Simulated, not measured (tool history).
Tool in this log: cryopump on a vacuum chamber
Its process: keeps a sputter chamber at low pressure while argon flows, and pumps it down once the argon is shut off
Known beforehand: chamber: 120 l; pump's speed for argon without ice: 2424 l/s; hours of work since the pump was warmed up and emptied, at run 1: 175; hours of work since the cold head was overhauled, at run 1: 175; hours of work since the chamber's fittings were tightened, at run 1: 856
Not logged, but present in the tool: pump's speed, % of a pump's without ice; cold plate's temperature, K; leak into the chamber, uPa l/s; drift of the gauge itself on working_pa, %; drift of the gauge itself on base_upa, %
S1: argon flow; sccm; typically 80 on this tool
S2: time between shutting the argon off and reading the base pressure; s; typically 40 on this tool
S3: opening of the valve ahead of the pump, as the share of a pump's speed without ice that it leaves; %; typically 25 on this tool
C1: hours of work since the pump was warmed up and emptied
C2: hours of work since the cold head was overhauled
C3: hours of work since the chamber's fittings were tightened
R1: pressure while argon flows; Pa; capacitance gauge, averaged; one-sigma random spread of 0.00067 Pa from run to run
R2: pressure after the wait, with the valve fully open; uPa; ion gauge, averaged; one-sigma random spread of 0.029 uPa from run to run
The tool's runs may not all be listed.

run     day   S1   S2  S3   C1   C2    C3      R1    R2
  1   0.000   80   40  25  175  175   856  0.2252  1.69
  2   3.533   80   40  44  224  224   904  0.1299  1.70
  3   5.650   80   40  25  253  253   933  0.2254  1.71
  4   9.167   80   40  25  301  301   981  0.2279  1.77
  5  11.425   80   40  25  331  331  1012  0.2279  1.80
  6  14.150   80   40  25  369  369  1049  0.2272  1.77
  7  16.912   80   40  25  406  406  1087  0.2283  1.81
  8  19.062   80   40  25  436  436  1116  0.2294  1.75
  9  22.921   66   21  34  489  489  1169  0.1398  3.01
 10  25.879   35   61  25  529  529  1210  0.1001  1.36
 11  27.992   80   29  47  558  558  1238  0.1250  2.30
 12  31.067   69   40  42  600  600  1280  0.1205  1.90
 13  32.983   74   97  46  626  626  1307  0.1185  1.14
 14  36.867  160  154  22  679  679  1360  0.5201  0.97
 15  40.129  148   74  46  724  724  1404  0.2398  1.39

What if the next run were any one of these 5? Each begins from the tool's condition after run 15:
  A  41.929   52  116  19  748  748  1429   ?   ?
  B  41.929   96  284  46  748  748  1429   ?   ?
  C  41.929   57   40  46  748  748  1429   ?   ?
  D  41.929  116   74  18  748  748  1429   ?   ?
  E  41.929   37  196  27  748  748  1429   ?   ?

run      R1    R2
  A  0.1964  1.11
  B  0.1556  0.85
  C  0.0927  1.92
  D  0.4599  1.37
  E  0.0994  0.91
Without the tool's hidden state the same runs would have given:
run      R1    R2
  A  0.1908  0.56
  B  0.1453  0.30
  C  0.0865  1.38
  D  0.4474  0.83
  E  0.0954  0.38
